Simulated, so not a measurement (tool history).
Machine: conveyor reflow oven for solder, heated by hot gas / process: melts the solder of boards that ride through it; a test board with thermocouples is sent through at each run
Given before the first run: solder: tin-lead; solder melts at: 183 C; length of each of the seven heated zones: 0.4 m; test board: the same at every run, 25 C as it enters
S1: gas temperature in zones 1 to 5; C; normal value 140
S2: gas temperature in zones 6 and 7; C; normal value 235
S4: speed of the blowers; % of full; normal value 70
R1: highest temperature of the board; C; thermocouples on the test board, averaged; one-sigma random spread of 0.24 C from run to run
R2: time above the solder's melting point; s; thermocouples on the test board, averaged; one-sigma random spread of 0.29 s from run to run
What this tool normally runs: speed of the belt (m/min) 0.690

{"run": 1, "hour": 0.0, "S1": 140, "S2": 235, "speed of the belt (m/min)": 0.69, "S4": 70, "R1": 215.5, "R2": 50.6}
{"run": 2, "hour": 12.4, "S1": 140, "S2": 235, "speed of the belt (m/min)": 0.69, "S4": 89, "R1": 218.9, "R2": 54.2}
{"run": 3, "hour": 38.7, "S1": 140, "S2": 235, "speed of the belt (m/min)": 0.69, "S4": 89, "R1": 219.2, "R2": 54.2}
{"run": 4, "hour": 65.3, "S1": 140, "S2": 235, "speed of the belt (m/min)": 0.69, "S4": 89, "R1": 218.6, "R2": 54.2}
{"hour": 95.6, "done": "flux residue cleaned out of gas plates and filters"}
{"run": 5, "hour": 96.7, "S1": 140, "S2": 241, "speed of the belt (m/min)": 0.69, "S4": 70, "R1": 220.0, "R2": 54.4}
{"run": 6, "hour": 124.3, "S1": 140, "S2": 241, "speed of the belt (m/min)": 0.69, "S4": 70, "R1": 220.1, "R2": 54.0}
{"run": 7, "hour": 140.3, "S1": 140, "S2": 241, "speed of the belt (m/min)": 0.69, "S4": 70, "R1": 220.2, "R2": 53.3}
{"run": 8, "hour": 161.4, "S1": 140, "S2": 241, "speed of the belt (m/min)": 0.69, "S4": 70, "R1": 219.8, "R2": 53.6}
{"run": 9, "hour": 185.6, "S1": 140, "S2": 241, "speed of the belt (m/min)": 0.69, "S4": 70, "R1": 219.5, "R2": 54.2}
{"run": 10, "hour": 200.2, "S1": 140, "S2": 241, "speed of the belt (m/min)": 0.69, "S4": 70, "R1": 220.3, "R2": 53.8}
{"run": 11, "hour": 218.7, "S1": 140, "S2": 241, "speed of the belt (m/min)": 0.69, "S4": 70, "R1": 220.2, "R2": 54.1}
{"hour": 243.2, "done": "thermocouples of zones 6 and 7 changed"}
{"run": 12, "hour": 244.7, "S1": 125, "S2": 241, "speed of the belt (m/min)": 0.69, "S4": 70, "R1": 216.9, "R2": 47.1}
{"run": 13, "hour": 268.6, "S1": 140, "S2": 235, "speed of the belt (m/min)": 0.567, "S4": 70, "R1": 221.3, "R2": 67.9}
{"run": 14, "hour": 284.4, "S1": 140, "S2": 235, "speed of the belt (m/min)": 0.69, "S4": 70, "R1": 215.0, "R2": 50.0}
{"run": 15, "hour": 304.2, "S1": 140, "S2": 235, "speed of the belt (m/min)": 0.69, "S4": 70, "R1": 215.1, "R2": 49.9}
{"run": 16, "hour": 324.2, "S1": 140, "S2": 235, "speed of the belt (m/min)": 0.69, "S4": 70, "R1": 214.8, "R2": 50.2}
{"run": 17, "hour": 340.4, "S1": 140, "S2": 235, "speed of the belt (m/min)": 0.69, "S4": 70, "R1": 214.9, "R2": 50.1}
{"run": 18, "hour": 365.8, "S1": 145, "S2": 235, "speed of the belt (m/min)": 0.8, "S4": 81, "R1": 213.4, "R2": 43.5}
{"run": 19, "hour": 380.6, "S1": 141, "S2": 235, "speed of the belt (m/min)": 0.73, "S4": 57, "R1": 208.8, "R2": 41.4}
{"run": 20, "hour": 393.7, "S1": 148, "S2": 235, "speed of the belt (m/min)": 0.69, "S4": 70, "R1": 216.6, "R2": 54.4}
{"run": 21, "hour": 413.9, "S1": 140, "S2": 245, "speed of the belt (m/min)": 0.69, "S4": 65, "R1": 221.7, "R2": 54.9}
{"run": 22, "hour": 438.4, "S1": 140, "S2": 245, "speed of the belt (m/min)": 0.69, "S4": 65, "R1": 221.6, "R2": 55.4}
{"run": 23, "hour": 457.5, "S1": 148, "S2": 235, "speed of the belt (m/min)": 0.564, "S4": 70, "R1": 222.1, "R2": 72.3}
{"run": 24, "hour": 475.4, "S1": 154, "S2": 224, "speed of the belt (m/min)": 0.69, "S4": 90, "R1": 211.5, "R2": 54.7}
{"hour": 484.5, "done": "flux residue cleaned out of gas plates and filters"}
{"run": 25, "hour": 504.0, "S1": 149, "S2": 224, "speed of the belt (m/min)": 0.754, "S4": 90, "R1": 209.2, "R2": 45.1}
{"run": 26, "hour": 528.8, "S1": 138, "S2": 241, "speed of the belt (m/min)": 0.568, "S4": 55, "R1": 222.1, "R2": 66.8}
{"run": 27, "hour": 544.7, "S1": 127, "S2": 245, "speed of the belt (m/min)": 0.568, "S4": 55, "R1": 223.8, "R2": 63.7}
{"run": 28, "hour": 560.4, "S1": 128, "S2": 243, "speed of the belt (m/min)": 0.759, "S4": 70, "R1": 215.1, "R2": 41.8}
{"run": 29, "hour": 584.5, "S1": 128, "S2": 243, "speed of the belt (m/min)": 0.759, "S4": 70, "R1": 215.2, "R2": 41.9}
{"run": 30, "hour": 606.0, "S1": 147, "S2": 239, "speed of the belt (m/min)": 0.759, "S4": 53, "R1": 210.8, "R2": 43.3}
{"run": 31, "hour": 626.2, "S1": 136, "S2": 235, "speed of the belt (m/min)": 0.777, "S4": 70, "R1": 209.6, "R2": 38.5}

Each row is a separate what-if for the run after 31, all from the same tool condition, not one after another. Results?
{"run": "A", "hour": 654.2, "S1": 140, "S2": 247, "speed of the belt (m/min)": 0.69, "S4": 68, "R1": "?", "R2": "?"}
{"run": "B", "hour": 654.2, "S1": 136, "S2": 235, "speed of the belt (m/min)": 0.619, "S4": 73, "R1": "?", "R2": "?"}
{"run": "C", "hour": 654.2, "S1": 140, "S2": 235, "speed of the belt (m/min)": 0.69, "S4": 70, "R1": "?", "R2": "?"}

run=A R1=224.5 R2=56.9
run=B R1=218.3 R2=57.8
run=C R1=214.8 R2=50.5
Had the tool no hidden state, the same runs would have come out as:
run=A R1=224.5 R2=56.8
run=B R1=218.3 R2=57.7
run=C R1=214.8 R2=50.5
